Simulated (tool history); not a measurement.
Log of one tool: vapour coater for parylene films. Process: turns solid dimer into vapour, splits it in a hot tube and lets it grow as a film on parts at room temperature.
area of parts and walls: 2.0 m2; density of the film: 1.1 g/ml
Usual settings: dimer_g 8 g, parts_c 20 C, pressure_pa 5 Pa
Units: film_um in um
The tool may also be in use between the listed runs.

run	hour	dimer_g	parts_c	pressure_pa	film_um
1	0	8	20	5	2.86
2	46.4	8	20	5	2.88
# hour 60: table's thermometer calibrated
3	86.1	10	20	5	3.52
# hour 127.8: trap's valve overhauled
4	152.1	10	20	5	3.55
5	206	8	20	5	2.84
6	256.1	8	20	5	2.89
7	308.3	8	20	5	2.86
8	352.4	8	20	5	2.85
9	415	5	19	2.11	2.17
# hour 465.5: trap's valve overhauled
10	471.6	5	19	2.11	2.18
11	514.4	5	19	5.04	1.85

Forecast each of these 4 alternatives for the next run:
A	556.8	7	24	10.66	?
B	556.8	9	22	5	?
C	556.8	5	19	6.61	?
D	556.8	12	19	9.15	?

run	film_um
A	1.94
B	3.06
C	1.75
D	3.83
Without the tool's hidden state the same runs would have given:
run	film_um
A	1.94
B	3.07
C	1.76
D	3.84

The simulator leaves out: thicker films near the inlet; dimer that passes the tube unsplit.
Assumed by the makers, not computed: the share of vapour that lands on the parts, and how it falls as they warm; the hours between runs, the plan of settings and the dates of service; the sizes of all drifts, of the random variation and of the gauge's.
